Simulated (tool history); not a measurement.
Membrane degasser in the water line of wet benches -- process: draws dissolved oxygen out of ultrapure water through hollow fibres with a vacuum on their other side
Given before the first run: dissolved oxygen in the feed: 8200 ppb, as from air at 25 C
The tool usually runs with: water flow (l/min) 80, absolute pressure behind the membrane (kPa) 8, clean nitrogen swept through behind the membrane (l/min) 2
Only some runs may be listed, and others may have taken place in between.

| run | hour | water flow (l/min) | absolute pressure behind the membrane (kPa) | clean nitrogen swept through behind the membrane (l/min) | dissolved oxygen in the water behind the degasser (ppb) | pressure that the water loses in the fibres (kPa) |
|---|---|---|---|---|---|---|
| 1 | 0 | 80 | 8 | 2 | 388.7 | 70.68 |
| 2 | 117.6 | 80 | 8 | 2 | 389.7 | 71.11 |
| 3 | 208.1 | 80 | 15.77 | 2 | 944.2 | 71.18 |
| 4 | 316.5 | 80 | 15.77 | 2 | 953.5 | 71.66 |
| 5 | 409.4 | 80 | 8 | 2 | 393.4 | 71.42 |
| 6 | 553.1 | 80 | 8 | 2 | 395 | 71.54 |
| 7 | 700.7 | 80 | 8 | 2 | 396.2 | 71.93 |
| 8 | 772 | 80 | 8 | 2 | 390.2 | 71.21 |
| 9 | 880.4 | 80 | 8 | 2 | 396.7 | 71.39 |
| 10 | 1016.9 | 80 | 8 | 0.88 | 692.1 | 71.58 |
| 11 | 1104.8 | 80 | 8 | 0.88 | 698.9 | 71.55 |
| 12 | 1187.9 | 80 | 8 | 0.88 | 695.6 | 71.99 |
| 13 | 1335.6 | 80 | 8 | 3.64 | 246 | 71.39 |
| 14 | 1462.3 | 68 | 8 | 2 | 345.1 | 60.98 |
| 15 | 1557.1 | 68 | 8 | 2 | 346.4 | 60.67 |
| 16 | 1683.8 | 80 | 9.33 | 4.27 | 268.2 | 71.69 |
| 17 | 1766.7 | 89 | 7.96 | 0.94 | 714.9 | 79.98 |
| 18 | 1863 | 89 | 7.96 | 2.32 | 386.2 | 79.91 |
| 19 | 2021.4 | 89 | 7.96 | 2.32 | 387.3 | 79.85 |
| 20 | 2168 | 57 | 7.96 | 1.18 | 442 | 51.21 |
| 21 | 2265.9 | 65 | 8 | 4.34 | 174.8 | 58.82 |
| 22 | 2404.1 | 59 | 5.74 | 1.36 | 239 | 53.31 |

Branching from run 22: 4 alternative next runs. What would each branch give?
| A | 2488 | 122 | 5.16 | 4.45 | ? | ? |
| B | 2488 | 95 | 8.37 | 2.82 | ? | ? |
| C | 2488 | 127 | 5.74 | 1.36 | ? | ? |
| D | 2488 | 80 | 8 | 3.88 | ? | ? |

| run | dissolved oxygen in the water behind the degasser (ppb) | pressure that the water loses in the fibres (kPa) |
|---|---|---|
| A | 185.7 | 109.82 |
| B | 383.1 | 85.6 |
| C | 472.9 | 114.9 |
| D | 234 | 72.61 |
Had the tool no hidden state, the same runs would have come out as:
| run | dissolved oxygen in the water behind the degasser (ppb) | pressure that the water loses in the fibres (kPa) |
|---|---|---|
| A | 158.5 | 105.68 |
| B | 359.6 | 82.38 |
| C | 420.5 | 110.58 |
| D | 218.6 | 69.88 |

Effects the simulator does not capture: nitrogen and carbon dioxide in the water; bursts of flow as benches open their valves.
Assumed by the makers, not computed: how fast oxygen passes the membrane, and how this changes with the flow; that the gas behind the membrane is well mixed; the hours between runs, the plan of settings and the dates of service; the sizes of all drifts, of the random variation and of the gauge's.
